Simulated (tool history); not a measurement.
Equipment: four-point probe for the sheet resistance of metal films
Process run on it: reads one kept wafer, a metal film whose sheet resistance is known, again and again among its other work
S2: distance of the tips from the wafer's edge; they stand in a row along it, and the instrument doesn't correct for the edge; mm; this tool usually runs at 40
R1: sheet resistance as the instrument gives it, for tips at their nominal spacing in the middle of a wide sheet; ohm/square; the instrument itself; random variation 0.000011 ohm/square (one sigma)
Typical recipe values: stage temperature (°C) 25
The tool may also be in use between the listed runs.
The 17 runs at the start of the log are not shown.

Run 18, hour 218.9: usual settings but S2 15 mm. Result: R1 0.056192 ohm/square.
Run 19, hour 235.9: usual settings. Result: R1 0.05608 ohm/square.
Run 20, hour 252.2: usual settings but stage temperature (°C) 27, S2 12 mm. Result: R1 0.05638 ohm/square.
Run 21, hour 261: usual settings but stage temperature (°C) 27, S2 12 mm. Result: R1 0.056385 ohm/square.
At hour 262.3: stage's thermometer calibrated.
Run 22, hour 277.7: usual settings but stage temperature (°C) 30, S2 11 mm. Result: R1 0.056565 ohm/square.
Run 23, hour 287.5: usual settings but stage temperature (°C) 30, S2 11 mm. Result: R1 0.056558 ohm/square.
Run 24, hour 296.1: usual settings but stage temperature (°C) 23, S2 3 mm. Result: R1 0.059111 ohm/square.
Run 25, hour 314: usual settings but stage temperature (°C) 31, S2 50 mm. Result: R1 0.056392 ohm/square.
Run 26, hour 324.2: usual settings but stage temperature (°C) 21, S2 22 mm. Result: R1 0.055904 ohm/square.

For run 27, what comes out?
At hour 333.2: stage's thermometer calibrated, once more.
Run 27, hour 340.4: usual settings but stage temperature (°C) 32, S2 17 mm. Result: R1 ?.

Run 27 yielded R1 0.056498 ohm/square.
With no hidden state in the tool, this same run would have given R1 0.056874 ohm/square.
